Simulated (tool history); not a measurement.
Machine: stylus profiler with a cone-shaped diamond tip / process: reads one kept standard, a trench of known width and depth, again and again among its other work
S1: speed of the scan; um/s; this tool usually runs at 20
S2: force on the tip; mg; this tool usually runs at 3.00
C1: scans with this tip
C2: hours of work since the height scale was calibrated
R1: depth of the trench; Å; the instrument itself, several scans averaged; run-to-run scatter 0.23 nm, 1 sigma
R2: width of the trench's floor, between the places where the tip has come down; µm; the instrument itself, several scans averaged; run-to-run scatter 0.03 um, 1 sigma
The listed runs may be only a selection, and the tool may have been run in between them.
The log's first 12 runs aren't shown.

run   hour  S1    S2    C1   C2       R1     R2
 13  144.1  20  3.00  1979  209  10096.0  43.26
 14  158.4  20  3.00  2070  219  10095.9  43.17
     160.3  -- height scale calibrated on a step standard
 15  175.1   9  3.00  2173   10  10090.7  43.17
 16  188.8  20  8.16  2260   19  10195.1  43.18
 17  199.1  20  8.16  2326   26  10190.9  43.07
 18  208.1  72  5.81  2383   32  10148.6  43.03
 19  223.0  20  2.72  2478   42  10084.4  43.08
 20  231.9  20  2.72  2534   48  10082.2  43.05
     243.7  -- height scale calibrated on a step standard, once more
 21  243.7  20  2.72  2607    0  10112.7  43.00
 22  254.6  20  2.72  2676    7  10105.5  42.97
 23  271.2  45  3.00  2782   19  10113.6  42.92
 24  287.5  12  3.77  2885   29  10125.3  42.94
 25  304.0  12  3.77  2990   41  10131.8  42.94
 26  316.1  71  3.98  3067   49  10135.0  42.79
 27  331.7  71  3.98  3166   59  10135.3  42.70
 28  340.3  71  3.98  3221   65  10132.7  42.74
 29  350.3  11  5.71  3285   72  10170.3  42.87
 30  361.1  43  8.02  3354   79  10212.1  42.82
 31  371.5  39  1.11  3420   86  10056.7  42.72
 32  382.2   6  5.71  3488   93  10165.8  42.84
 33  393.5   7  1.10  3560  101  10055.5  42.77
 34  403.2  16  3.00  3621  107  10108.2  42.75

Predict each of these 3 candidate next runs independently; none follows another, all start after run 34:
  A  417.2  19  8.52  3711  117   ?   ?
  B  417.2  16  2.53  3711  117   ?   ?
  C  417.2  45  3.00  3711  117   ?   ?

run       R1     R2
  A  10219.7  42.74
  B  10095.5  42.73
  C  10108.5  42.65
The same runs, with their run-to-run variation unchanged, on a tool lacking any hidden condition would have given:
run       R1     R2
  A  10221.0  43.96
  B  10096.7  43.96
  C  10109.7  43.87
